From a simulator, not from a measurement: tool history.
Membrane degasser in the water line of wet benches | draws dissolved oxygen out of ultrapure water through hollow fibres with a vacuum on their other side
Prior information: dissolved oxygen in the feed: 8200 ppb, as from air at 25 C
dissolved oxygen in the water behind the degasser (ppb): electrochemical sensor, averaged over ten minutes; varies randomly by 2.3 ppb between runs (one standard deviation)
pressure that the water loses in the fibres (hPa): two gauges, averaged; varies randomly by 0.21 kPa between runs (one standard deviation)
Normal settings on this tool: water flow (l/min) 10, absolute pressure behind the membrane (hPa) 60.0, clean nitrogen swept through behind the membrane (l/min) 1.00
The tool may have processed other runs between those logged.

run	hour	water flow (l/min)	absolute pressure behind the membrane (hPa)	clean nitrogen swept through behind the membrane (l/min)	dissolved oxygen in the water behind the degasser (ppb)	pressure that the water loses in the fibres (hPa)
1	0.0	10	60.0	1.00	267.0	509.8
2	82.5	10	60.0	0.42	347.8	504.9
3	135.1	10	112.3	0.42	603.5	509.0
4	207.6	10	112.3	0.42	606.6	506.3
5	255.3	8	112.3	0.42	471.7	406.4
6	295.8	10	60.0	1.00	270.3	508.8
7	379.6	10	60.0	1.00	269.5	506.6
8	423.5	10	38.7	1.00	223.5	508.6
9	492.0	10	38.7	1.00	219.2	506.7
10	565.5	11	52.3	0.40	380.6	562.2
11	619.6	11	52.3	0.40	378.1	560.6
12	685.4	7	52.3	0.65	159.4	359.9
13	760.8	13	60.0	1.47	390.1	667.7
14	838.4	13	60.0	1.47	403.4	666.0
15	889.9	15	79.6	1.47	532.8	769.3
16	965.1	13	79.6	1.47	429.3	668.3
17	1054.6	10	60.0	1.23	255.9	512.0

Put back what was entered between runs (2 entries, withheld): which listed runs does each sit between, and how does the hidden state differ from the listed run before to the listed run after?
After run 11, before run 12: vacuum gauge calibrated (hour 625.3)
  true pressure behind the membrane over the reading, kPa: 0.5 -> 0.72; air that leaks in behind the membrane, l/min: 0.0219 -> 0.0223
  difference, measured minus the result without the unlogged condition, dissolved oxygen in the water behind the degasser (ppb): +68.5 -> +40.7; pressure that the water loses in the fibres (hPa): +27.8 -> +18.1
After run 14, before run 15: vacuum gauge calibrated, once more (hour 848.7)
  membrane still open, %: 94.8 -> 94.7; true pressure behind the membrane over the reading, kPa: 0.74 -> -0.05; air that leaks in behind the membrane, l/min: 0.0233 -> 0.0237
  difference, measured minus the result without the unlogged condition, dissolved oxygen in the water behind the degasser (ppb): +70.4 -> +66.0; pressure that the water loses in the fibres (hPa): +34.7 -> +40.5

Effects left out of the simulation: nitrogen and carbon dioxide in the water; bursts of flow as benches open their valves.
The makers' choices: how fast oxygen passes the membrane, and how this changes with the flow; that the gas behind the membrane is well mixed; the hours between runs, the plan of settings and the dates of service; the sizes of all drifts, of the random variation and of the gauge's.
